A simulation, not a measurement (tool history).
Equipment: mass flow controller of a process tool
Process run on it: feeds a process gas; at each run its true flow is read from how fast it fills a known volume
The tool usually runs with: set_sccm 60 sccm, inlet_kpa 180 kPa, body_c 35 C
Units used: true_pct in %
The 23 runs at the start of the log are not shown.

Run 24, hour 9379.4: usual settings but inlet_kpa 216 kPa, body_c 36 C. Result: true_pct 97.85 %.
Run 25, hour 9866.8: usual settings but set_sccm 14 sccm. Result: true_pct 92.42 %.
Run 26, hour 10170.3: usual settings but set_sccm 84 sccm, inlet_kpa 216 kPa, body_c 34 C. Result: true_pct 98.75 %.
Run 27, hour 10726.4: usual settings but set_sccm 84 sccm, inlet_kpa 199 kPa, body_c 33 C. Result: true_pct 99.06 %.
Run 28, hour 11218.5: usual settings but inlet_kpa 195 kPa. Result: true_pct 97.93 %.
Run 29, hour 11596.5: usual settings but set_sccm 49 sccm, inlet_kpa 259 kPa, body_c 22 C. Result: true_pct 97.50 %.
At hour 11841.8: controller's zero set anew.
Run 30, hour 11959.3: usual settings but set_sccm 20 sccm, inlet_kpa 195 kPa, body_c 37 C. Result: true_pct 98.47 %.
Run 31, hour 12331.7: usual settings but set_sccm 20 sccm, inlet_kpa 195 kPa, body_c 37 C. Result: true_pct 98.36 %.
Run 32, hour 12816.0: usual settings but set_sccm 32 sccm, inlet_kpa 164 kPa, body_c 40 C. Result: true_pct 98.56 %.
Run 33, hour 13077.8: usual settings but set_sccm 84 sccm, inlet_kpa 232 kPa, body_c 20 C. Result: true_pct 100.61 %.
Run 34, hour 13399.2: usual settings but inlet_kpa 259 kPa. Result: true_pct 99.00 %.
Run 35, hour 13758.4: usual settings but inlet_kpa 259 kPa. Result: true_pct 98.93 %.
At hour 14010.9: controller exchanged for a calibrated one.
Run 36, hour 14020.9: usual settings but set_sccm 18 sccm, inlet_kpa 140 kPa, body_c 29 C. Result: true_pct 98.54 %.
Run 37, hour 14561.8: usual settings but set_sccm 36 sccm. Result: true_pct 98.05 %.
Run 38, hour 14832.9: usual settings but set_sccm 59 sccm, body_c 29 C. Result: true_pct 99.17 %.
Run 39, hour 15240.6: usual settings but set_sccm 59 sccm, body_c 29 C. Result: true_pct 99.00 %.
Run 40, hour 15705.2: usual settings but set_sccm 59 sccm, inlet_kpa 203 kPa, body_c 31 C. Result: true_pct 98.82 %.
Run 41, hour 15957.4: usual settings but set_sccm 38 sccm, inlet_kpa 145 kPa, body_c 26 C. Result: true_pct 98.89 %.
Run 42, hour 16383.2: usual settings but set_sccm 38 sccm, inlet_kpa 152 kPa, body_c 25 C. Result: true_pct 98.84 %.
Run 43, hour 16884.4: usual settings but set_sccm 38 sccm, inlet_kpa 152 kPa, body_c 25 C. Result: true_pct 98.68 %.

Alternative continuations, all from the tool just after run 43; predict every row:
Run A, hour 17202.6: usual settings but set_sccm 38 sccm, inlet_kpa 152 kPa, body_c 27 C. Result: true_pct ?.
Run B, hour 17202.6: usual settings but set_sccm 20 sccm, inlet_kpa 172 kPa, body_c 27 C. Result: true_pct ?.
Run C, hour 17202.6: usual settings but set_sccm 38 sccm, inlet_kpa 252 kPa, body_c 25 C. Result: true_pct ?.

run  true_pct
  A     98.58
  B     97.38
  C     97.89
The same runs, with their run-to-run variation unchanged, on a tool lacking any hidden condition would have given:
run  true_pct
  A     98.90
  B     98.35
  C     98.21

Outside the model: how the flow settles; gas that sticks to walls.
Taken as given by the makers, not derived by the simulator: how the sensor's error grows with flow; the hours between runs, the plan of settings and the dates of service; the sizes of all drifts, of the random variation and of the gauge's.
